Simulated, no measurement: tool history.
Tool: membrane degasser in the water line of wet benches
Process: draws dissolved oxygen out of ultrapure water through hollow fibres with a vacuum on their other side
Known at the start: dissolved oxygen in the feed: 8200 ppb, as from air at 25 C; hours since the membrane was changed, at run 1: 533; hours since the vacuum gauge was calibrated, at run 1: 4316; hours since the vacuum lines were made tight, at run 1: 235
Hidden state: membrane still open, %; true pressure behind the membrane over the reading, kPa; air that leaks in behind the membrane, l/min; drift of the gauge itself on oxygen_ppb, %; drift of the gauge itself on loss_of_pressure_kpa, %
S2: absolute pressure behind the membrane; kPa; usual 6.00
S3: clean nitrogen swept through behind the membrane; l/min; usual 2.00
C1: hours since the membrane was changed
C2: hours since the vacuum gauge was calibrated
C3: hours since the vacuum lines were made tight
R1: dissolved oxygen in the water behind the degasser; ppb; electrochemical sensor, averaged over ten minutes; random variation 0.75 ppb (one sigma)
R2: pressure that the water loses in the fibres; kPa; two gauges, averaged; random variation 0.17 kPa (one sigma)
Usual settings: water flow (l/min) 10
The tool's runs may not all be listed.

{"run": 1, "hour": 0.0, "water flow (l/min)": 10, "S2": 6.0, "S3": 2.0, "C1": 533, "C2": 4316, "C3": 235, "R1": 68.6, "R2": 28.06}
{"run": 2, "hour": 24.3, "water flow (l/min)": 10, "S2": 6.0, "S3": 2.0, "C1": 557, "C2": 4340, "C3": 259, "R1": 69.5, "R2": 27.87}
{"run": 3, "hour": 63.1, "water flow (l/min)": 10, "S2": 6.0, "S3": 2.0, "C1": 596, "C2": 4379, "C3": 298, "R1": 69.6, "R2": 27.56}
{"run": 4, "hour": 93.6, "water flow (l/min)": 10, "S2": 6.0, "S3": 2.0, "C1": 627, "C2": 4410, "C3": 328, "R1": 69.7, "R2": 27.93}
{"run": 5, "hour": 134.9, "water flow (l/min)": 10, "S2": 6.0, "S3": 2.61, "C1": 668, "C2": 4451, "C3": 370, "R1": 60.3, "R2": 27.86}
{"run": 6, "hour": 175.3, "water flow (l/min)": 10, "S2": 6.0, "S3": 2.61, "C1": 708, "C2": 4491, "C3": 410, "R1": 61.2, "R2": 27.8}
{"run": 7, "hour": 212.9, "water flow (l/min)": 10, "S2": 10.61, "S3": 2.0, "C1": 746, "C2": 4529, "C3": 448, "R1": 128.3, "R2": 27.65}
{"run": 8, "hour": 248.5, "water flow (l/min)": 10, "S2": 10.61, "S3": 2.0, "C1": 782, "C2": 4565, "C3": 483, "R1": 125.1, "R2": 27.95}
{"run": 9, "hour": 281.0, "water flow (l/min)": 10, "S2": 6.0, "S3": 0.84, "C1": 814, "C2": 4597, "C3": 516, "R1": 110.7, "R2": 27.81}
{"run": 10, "hour": 307.2, "water flow (l/min)": 10, "S2": 6.0, "S3": 0.84, "C1": 840, "C2": 4623, "C3": 542, "R1": 111.7, "R2": 27.73}
{"run": 11, "hour": 332.4, "water flow (l/min)": 10, "S2": 6.0, "S3": 0.84, "C1": 866, "C2": 4648, "C3": 567, "R1": 111.2, "R2": 27.91}
{"run": 12, "hour": 360.0, "water flow (l/min)": 14, "S2": 6.0, "S3": 2.0, "C1": 893, "C2": 4676, "C3": 595, "R1": 173.5, "R2": 39.04}
{"run": 13, "hour": 404.1, "water flow (l/min)": 14, "S2": 6.0, "S3": 2.0, "C1": 937, "C2": 4720, "C3": 639, "R1": 180.0, "R2": 38.89}
{"run": 14, "hour": 442.5, "water flow (l/min)": 14, "S2": 6.0, "S3": 2.0, "C1": 976, "C2": 4759, "C3": 677, "R1": 182.8, "R2": 38.92}
{"run": 15, "hour": 481.9, "water flow (l/min)": 10, "S2": 6.0, "S3": 5.19, "C1": 1015, "C2": 4798, "C3": 717, "R1": 48.2, "R2": 27.79}
{"run": 16, "hour": 512.3, "water flow (l/min)": 10, "S2": 6.0, "S3": 5.19, "C1": 1045, "C2": 4828, "C3": 747, "R1": 47.3, "R2": 28.09}
{"run": 17, "hour": 536.4, "water flow (l/min)": 13, "S2": 3.8, "S3": 0.84, "C1": 1070, "C2": 4852, "C3": 771, "R1": 126.5, "R2": 36.18}
{"run": 18, "hour": 566.7, "water flow (l/min)": 13, "S2": 3.8, "S3": 0.84, "C1": 1100, "C2": 4883, "C3": 802, "R1": 123.9, "R2": 35.9}
{"run": 19, "hour": 587.6, "water flow (l/min)": 13, "S2": 3.8, "S3": 0.84, "C1": 1121, "C2": 4904, "C3": 822, "R1": 122.7, "R2": 36.21}
{"run": 20, "hour": 617.2, "water flow (l/min)": 13, "S2": 3.8, "S3": 0.84, "C1": 1150, "C2": 4933, "C3": 852, "R1": 124.9, "R2": 36.48}
{"run": 21, "hour": 649.5, "water flow (l/min)": 12, "S2": 3.93, "S3": 1.66, "C1": 1183, "C2": 4966, "C3": 884, "R1": 88.1, "R2": 33.33}
{"run": 22, "hour": 686.8, "water flow (l/min)": 12, "S2": 3.93, "S3": 1.66, "C1": 1220, "C2": 5003, "C3": 922, "R1": 87.7, "R2": 33.46}
{"run": 23, "hour": 726.7, "water flow (l/min)": 12, "S2": 6.98, "S3": 2.07, "C1": 1260, "C2": 5043, "C3": 962, "R1": 130.0, "R2": 33.29}
{"run": 24, "hour": 750.8, "water flow (l/min)": 10, "S2": 14.36, "S3": 0.8, "C1": 1284, "C2": 5067, "C3": 986, "R1": 337.5, "R2": 27.95}
{"run": 25, "hour": 784.3, "water flow (l/min)": 13, "S2": 4.59, "S3": 3.62, "C1": 1317, "C2": 5100, "C3": 1019, "R1": 115.5, "R2": 35.99}
{"hour": 816.0, "done": "vacuum gauge calibrated"}
{"run": 26, "hour": 820.0, "water flow (l/min)": 8, "S2": 8.25, "S3": 4.48, "C1": 1353, "C2": 4, "C3": 1054, "R1": 34.0, "R2": 22.32}
{"run": 27, "hour": 863.7, "water flow (l/min)": 8, "S2": 8.25, "S3": 4.48, "C1": 1396, "C2": 48, "C3": 1098, "R1": 33.7, "R2": 22.22}
{"run": 28, "hour": 890.2, "water flow (l/min)": 10, "S2": 8.25, "S3": 4.48, "C1": 1423, "C2": 74, "C3": 1125, "R1": 62.9, "R2": 27.76}
{"run": 29, "hour": 921.9, "water flow (l/min)": 13, "S2": 11.77, "S3": 2.26, "C1": 1455, "C2": 106, "C3": 1156, "R1": 219.6, "R2": 36.19}
{"run": 30, "hour": 941.0, "water flow (l/min)": 8, "S2": 11.77, "S3": 3.86, "C1": 1474, "C2": 125, "C3": 1175, "R1": 55.4, "R2": 22.39}
{"run": 31, "hour": 959.8, "water flow (l/min)": 10, "S2": 13.84, "S3": 2.0, "C1": 1492, "C2": 144, "C3": 1194, "R1": 162.3, "R2": 27.89}
{"run": 32, "hour": 989.8, "water flow (l/min)": 10, "S2": 13.84, "S3": 2.0, "C1": 1522, "C2": 174, "C3": 1224, "R1": 160.6, "R2": 28.06}

Forecast each of these 4 alternatives for the next run:
{"run": "A", "hour": 1019.6, "water flow (l/min)": 9, "S2": 14.74, "S3": 0.92, "C1": 1552, "C2": 204, "C3": 1254, "R1": "?", "R2": "?"}
{"run": "B", "hour": 1019.6, "water flow (l/min)": 13, "S2": 3.98, "S3": 2.0, "C1": 1552, "C2": 204, "C3": 1254, "R1": "?", "R2": "?"}
{"run": "C", "hour": 1019.6, "water flow (l/min)": 10, "S2": 5.62, "S3": 1.14, "C1": 1552, "C2": 204, "C3": 1254, "R1": "?", "R2": "?"}
{"run": "D", "hour": 1019.6, "water flow (l/min)": 11, "S2": 7.58, "S3": 1.7, "C1": 1552, "C2": 204, "C3": 1254, "R1": "?", "R2": "?"}

run=A R1=281.2 R2=25.08
run=B R1=116.0 R2=36.25
run=C R1=83.4 R2=27.73
run=D R1=120.7 R2=30.77
Without the tool's hidden state the same runs would have given:
run=A R1=281.2 R2=25.08
run=B R1=116.0 R2=36.24
run=C R1=83.4 R2=27.72
run=D R1=120.6 R2=30.77
